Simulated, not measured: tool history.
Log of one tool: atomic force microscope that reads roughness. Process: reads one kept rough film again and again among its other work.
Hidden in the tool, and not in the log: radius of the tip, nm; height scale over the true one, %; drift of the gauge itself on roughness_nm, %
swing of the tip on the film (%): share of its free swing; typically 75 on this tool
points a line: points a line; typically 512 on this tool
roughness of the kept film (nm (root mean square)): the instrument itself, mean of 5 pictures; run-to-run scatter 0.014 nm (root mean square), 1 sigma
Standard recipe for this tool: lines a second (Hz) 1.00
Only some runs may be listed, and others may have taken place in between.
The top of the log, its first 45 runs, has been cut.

| run | day | lines a second (Hz) | swing of the tip on the film (%) | points a line | pictures with this tip | hours of work since the height scale was calibrated | roughness of the kept film (nm (root mean square)) |
|---|---|---|---|---|---|---|---|
| 46 | 32.188 | 1.05 | 63 | 371 | 86 | 89 | 2.237 |
| 47 | 32.667 | 0.70 | 62 | 613 | 101 | 95 | 2.174 |
| 48 | 33.100 | 0.70 | 62 | 613 | 114 | 101 | 2.098 |
| 49 | 33.846 | 2.91 | 69 | 328 | 137 | 110 | 1.752 |
| 50 | 34.308 | 2.91 | 58 | 328 | 151 | 116 | 1.770 |
| 51 | 34.975 | 2.91 | 58 | 328 | 172 | 124 | 1.664 |
| 52 | 35.712 | 2.91 | 55 | 328 | 194 | 134 | 1.569 |
| 53 | 36.554 | 2.91 | 55 | 328 | 220 | 144 | 1.498 |

4 ways to go on from here, each from the tool as it stands after run 53. What would each give?
|  | 37.204 | new tip fitted |
| A | 37.554 | 1.04 | 55 | 328 | 11 | 157 | ? |
|  | 37.204 | new tip fitted |
| B | 37.554 | 1.00 | 70 | 812 | 11 | 157 | ? |
|  | 37.204 | new tip fitted |
| C | 37.554 | 2.91 | 76 | 411 | 11 | 157 | ? |
|  | 37.204 | new tip fitted |
| D | 37.554 | 0.97 | 55 | 328 | 11 | 157 | ? |

| run | roughness of the kept film (nm (root mean square)) |
|---|---|
| A | 3.192 |
| B | 3.153 |
| C | 2.788 |
| D | 3.207 |
With the hidden condition removed and each run's random variation left untouched, the same runs would have given:
| run | roughness of the kept film (nm (root mean square)) |
|---|---|
| A | 3.382 |
| B | 3.340 |
| C | 2.953 |
| D | 3.397 |

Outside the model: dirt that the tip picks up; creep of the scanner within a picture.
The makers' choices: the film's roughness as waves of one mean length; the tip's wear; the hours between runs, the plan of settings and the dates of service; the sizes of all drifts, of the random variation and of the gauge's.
